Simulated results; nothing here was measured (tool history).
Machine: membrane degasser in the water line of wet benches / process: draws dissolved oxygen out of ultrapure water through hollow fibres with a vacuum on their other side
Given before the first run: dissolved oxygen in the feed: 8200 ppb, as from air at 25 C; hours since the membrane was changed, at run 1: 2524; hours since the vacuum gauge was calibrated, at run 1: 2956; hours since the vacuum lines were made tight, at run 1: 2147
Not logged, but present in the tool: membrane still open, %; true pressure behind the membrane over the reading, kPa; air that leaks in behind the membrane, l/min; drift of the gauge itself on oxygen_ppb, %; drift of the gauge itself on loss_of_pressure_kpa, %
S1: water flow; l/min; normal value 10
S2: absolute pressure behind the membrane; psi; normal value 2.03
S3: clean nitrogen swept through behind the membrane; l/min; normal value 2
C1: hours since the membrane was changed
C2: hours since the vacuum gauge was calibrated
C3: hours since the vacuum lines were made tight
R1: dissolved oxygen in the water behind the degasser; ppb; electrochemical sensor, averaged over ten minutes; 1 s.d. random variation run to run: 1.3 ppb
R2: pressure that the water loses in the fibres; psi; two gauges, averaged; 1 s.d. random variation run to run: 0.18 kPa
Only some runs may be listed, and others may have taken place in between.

run 1 hour=0 | S1=10 S2=2.03 S3=2 | C1=2524 C2=2956 C3=2147 | R1=141.2 R2=4.563
run 2 hour=70.7 | S1=10 S2=2.03 S3=2 | C1=2595 C2=3026 C3=2217 | R1=139.6 R2=4.572
run 3 hour=154.8 | S1=15 S2=2.03 S3=2 | C1=2679 C2=3110 C3=2301 | R1=208.9 R2=6.859
run 4 hour=206.2 | S1=10 S2=2.03 S3=2 | C1=2731 C2=3162 C3=2353 | R1=140.5 R2=4.633
run 5 hour=259.5 | S1=7 S2=2.03 S3=2 | C1=2784 C2=3215 C3=2406 | R1=97.7 R2=3.223
run 6 hour=300.3 | S1=7 S2=2.03 S3=2 | C1=2825 C2=3256 C3=2447 | R1=97.2 R2=3.188
run 7 hour=368.7 | S1=10 S2=2.03 S3=2 | C1=2893 C2=3324 C3=2515 | R1=139.2 R2=4.612
run 8 hour=420.8 | S1=8 S2=2.03 S3=2 | C1=2945 C2=3376 C3=2567 | R1=112.1 R2=3.656
run 9 hour=458.6 | S1=10 S2=2.03 S3=2 | C1=2983 C2=3414 C3=2605 | R1=138.8 R2=4.524
run 10 hour=500.6 | S1=7 S2=3.47 S3=0.82 | C1=3025 C2=3456 C3=2647 | R1=418.1 R2=3.21
-- hour=504.5 vacuum gauge calibrated
run 11 hour=537.8 | S1=7 S2=4.1 S3=0.82 | C1=3062 C2=33 C3=2684 | R1=500.6 R2=3.192
run 12 hour=577.2 | S1=12 S2=2.06 S3=1.23 | C1=3101 C2=73 C3=2723 | R1=261.9 R2=5.527
run 13 hour=616.3 | S1=12 S2=1.71 S3=1.51 | C1=3140 C2=112 C3=2762 | R1=176.8 R2=5.475
run 14 hour=703 | S1=10 S2=1.9 S3=5.78 | C1=3227 C2=198 C3=2849 | R1=51.7 R2=4.624
-- hour=721.3 vacuum gauge calibrated, once more
run 15 hour=759.3 | S1=10 S2=1.73 S3=4.13 | C1=3283 C2=38 C3=2905 | R1=62.1 R2=4.573
run 16 hour=826.6 | S1=10 S2=1.29 S3=2.1 | C1=3350 C2=105 C3=2972 | R1=75.5 R2=4.598
run 17 hour=862.6 | S1=7 S2=1.91 S3=5.1 | C1=3386 C2=141 C3=3008 | R1=38.7 R2=3.189

How the hidden state differs across the entries between the runs, from the last listed run before each to the first after it:
Between runs 10 and 11: vacuum gauge calibrated (hour 504.5)
  true pressure behind the membrane over the reading, kPa: 0.03 -> 0.04; air that leaks in behind the membrane, l/min: 0.0065 -> 0.0066
  measured value less the no-hidden-state value, R1: +7.6 -> +9.2 ppb; R2: +0.051 -> +0.051 psi
Between runs 14 and 15: vacuum gauge calibrated, once more (hour 721.3)
  true pressure behind the membrane over the reading, kPa: 0.05 -> -0.04
  measured value less the no-hidden-state value, R1: +1.7 -> +1.5 ppb; R2: +0.078 -> +0.08 psi
